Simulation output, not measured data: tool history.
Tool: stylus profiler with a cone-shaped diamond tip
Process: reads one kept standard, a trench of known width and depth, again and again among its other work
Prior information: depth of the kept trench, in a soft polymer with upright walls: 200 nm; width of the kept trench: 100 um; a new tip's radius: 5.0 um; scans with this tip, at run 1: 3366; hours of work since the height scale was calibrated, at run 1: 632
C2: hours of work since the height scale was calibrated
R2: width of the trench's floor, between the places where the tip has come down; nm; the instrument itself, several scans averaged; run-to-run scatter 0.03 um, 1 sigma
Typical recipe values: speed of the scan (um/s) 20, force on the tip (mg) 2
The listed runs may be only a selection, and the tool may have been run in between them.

run 1 day=0 | speed_of_the_scan_(um/s)=20 force_on_the_tip_(mg)=2 | scans_with_this_tip=3366 C2=632 | depth_of_the_trench_(Å)=2013.1 R2=97040
run 2 day=1.238 | speed_of_the_scan_(um/s)=20 force_on_the_tip_(mg)=2 | scans_with_this_tip=3447 C2=647 | depth_of_the_trench_(Å)=2013.7 R2=97050
run 3 day=2.696 | speed_of_the_scan_(um/s)=20 force_on_the_tip_(mg)=2 | scans_with_this_tip=3543 C2=665 | depth_of_the_trench_(Å)=2014.6 R2=97030
run 4 day=3.8 | speed_of_the_scan_(um/s)=20 force_on_the_tip_(mg)=2 | scans_with_this_tip=3616 C2=679 | depth_of_the_trench_(Å)=2013.4 R2=97040
run 5 day=5.038 | speed_of_the_scan_(um/s)=20 force_on_the_tip_(mg)=2 | scans_with_this_tip=3697 C2=694 | depth_of_the_trench_(Å)=2013.5 R2=97070
run 6 day=6.242 | speed_of_the_scan_(um/s)=40 force_on_the_tip_(mg)=2 | scans_with_this_tip=3777 C2=709 | depth_of_the_trench_(Å)=2013.9 R2=96970
run 7 day=7.333 | speed_of_the_scan_(um/s)=40 force_on_the_tip_(mg)=2 | scans_with_this_tip=3849 C2=722 | depth_of_the_trench_(Å)=2012.8 R2=97030
run 8 day=8.171 | speed_of_the_scan_(um/s)=40 force_on_the_tip_(mg)=2 | scans_with_this_tip=3904 C2=733 | depth_of_the_trench_(Å)=2013.3 R2=97030
run 9 day=9.242 | speed_of_the_scan_(um/s)=20 force_on_the_tip_(mg)=2 | scans_with_this_tip=3974 C2=746 | depth_of_the_trench_(Å)=2013.4 R2=97070
run 10 day=9.992 | speed_of_the_scan_(um/s)=20 force_on_the_tip_(mg)=2 | scans_with_this_tip=4024 C2=755 | depth_of_the_trench_(Å)=2013.6 R2=97020
run 11 day=11.329 | speed_of_the_scan_(um/s)=20 force_on_the_tip_(mg)=2 | scans_with_this_tip=4112 C2=772 | depth_of_the_trench_(Å)=2013.1 R2=97040
run 12 day=12.125 | speed_of_the_scan_(um/s)=20 force_on_the_tip_(mg)=2 | scans_with_this_tip=4164 C2=782 | depth_of_the_trench_(Å)=2012.9 R2=97010
run 13 day=13.592 | speed_of_the_scan_(um/s)=19 force_on_the_tip_(mg)=2 | scans_with_this_tip=4261 C2=800 | depth_of_the_trench_(Å)=2013 R2=97060
run 14 day=14.696 | speed_of_the_scan_(um/s)=19 force_on_the_tip_(mg)=2 | scans_with_this_tip=4334 C2=813 | depth_of_the_trench_(Å)=2012.9 R2=97050
run 15 day=15.479 | speed_of_the_scan_(um/s)=5 force_on_the_tip_(mg)=5.14 | scans_with_this_tip=4385 C2=823 | depth_of_the_trench_(Å)=2026.6 R2=97060
run 16 day=16.254 | speed_of_the_scan_(um/s)=5 force_on_the_tip_(mg)=5.14 | scans_with_this_tip=4437 C2=833 | depth_of_the_trench_(Å)=2027.4 R2=97030
run 17 day=17.521 | speed_of_the_scan_(um/s)=73 force_on_the_tip_(mg)=3.01 | scans_with_this_tip=4520 C2=848 | depth_of_the_trench_(Å)=2018.1 R2=96930
run 18 day=18.392 | speed_of_the_scan_(um/s)=37 force_on_the_tip_(mg)=2.7 | scans_with_this_tip=4577 C2=859 | depth_of_the_trench_(Å)=2016.4 R2=96990
run 19 day=19.425 | speed_of_the_scan_(um/s)=20 force_on_the_tip_(mg)=5 | scans_with_this_tip=4645 C2=872 | depth_of_the_trench_(Å)=2027.2 R2=97080
run 20 day=20.317 | speed_of_the_scan_(um/s)=54 force_on_the_tip_(mg)=1.15 | scans_with_this_tip=4704 C2=883 | depth_of_the_trench_(Å)=2007 R2=96900
run 21 day=21.267 | speed_of_the_scan_(um/s)=68 force_on_the_tip_(mg)=1.83 | scans_with_this_tip=4767 C2=895 | depth_of_the_trench_(Å)=2012.6 R2=96930
run 22 day=22.171 | speed_of_the_scan_(um/s)=20 force_on_the_tip_(mg)=0.92 | scans_with_this_tip=4826 C2=906 | depth_of_the_trench_(Å)=2006.5 R2=96990
run 23 day=23.375 | speed_of_the_scan_(um/s)=20 force_on_the_tip_(mg)=5.09 | scans_with_this_tip=4906 C2=921 | depth_of_the_trench_(Å)=2026.2 R2=97000
run 24 day=24.533 | speed_of_the_scan_(um/s)=20 force_on_the_tip_(mg)=5.09 | scans_with_this_tip=4982 C2=935 | depth_of_the_trench_(Å)=2027 R2=97040
run 25 day=25.238 | speed_of_the_scan_(um/s)=64 force_on_the_tip_(mg)=5.43 | scans_with_this_tip=5028 C2=944 | depth_of_the_trench_(Å)=2028.7 R2=97000
run 26 day=25.838 | speed_of_the_scan_(um/s)=15 force_on_the_tip_(mg)=2.72 | scans_with_this_tip=5068 C2=951 | depth_of_the_trench_(Å)=2015.5 R2=97040

Table of differences, measured result less the result of that run with no hidden state. Run-to-run variation is the same in both. Gauge scatter possibly is not:
Unlogged tool condition in this case: radius of the tip, um; height scale over the true one, %; drift of the gauge itself on depth_nm, %; drift of the gauge itself on floor_um, %.
run=1 depth_of_the_trench_(Å)=-3 R2=-80
run=2 depth_of_the_trench_(Å)=-3.1 R2=-90
run=3 depth_of_the_trench_(Å)=-3.2 R2=-90
run=4 depth_of_the_trench_(Å)=-3.2 R2=-90
run=5 depth_of_the_trench_(Å)=-3.3 R2=-100
run=6 depth_of_the_trench_(Å)=-3.4 R2=-90
run=7 depth_of_the_trench_(Å)=-3.4 R2=-100
run=8 depth_of_the_trench_(Å)=-3.5 R2=-100
run=9 depth_of_the_trench_(Å)=-3.6 R2=-110
run=10 depth_of_the_trench_(Å)=-3.6 R2=-110
run=11 depth_of_the_trench_(Å)=-3.7 R2=-110
run=12 depth_of_the_trench_(Å)=-3.7 R2=-110
run=13 depth_of_the_trench_(Å)=-3.8 R2=-110
run=14 depth_of_the_trench_(Å)=-3.8 R2=-110
run=15 depth_of_the_trench_(Å)=-4 R2=-120
run=16 depth_of_the_trench_(Å)=-4 R2=-120
run=17 depth_of_the_trench_(Å)=-4.1 R2=-120
run=18 depth_of_the_trench_(Å)=-4.1 R2=-120
run=19 depth_of_the_trench_(Å)=-4.2 R2=-120
run=20 depth_of_the_trench_(Å)=-4.3 R2=-120
run=21 depth_of_the_trench_(Å)=-4.3 R2=-130
run=22 depth_of_the_trench_(Å)=-4.4 R2=-130
run=23 depth_of_the_trench_(Å)=-4.5 R2=-140
run=24 depth_of_the_trench_(Å)=-4.5 R2=-140
run=25 depth_of_the_trench_(Å)=-4.6 R2=-140
run=26 depth_of_the_trench_(Å)=-4.6 R2=-140
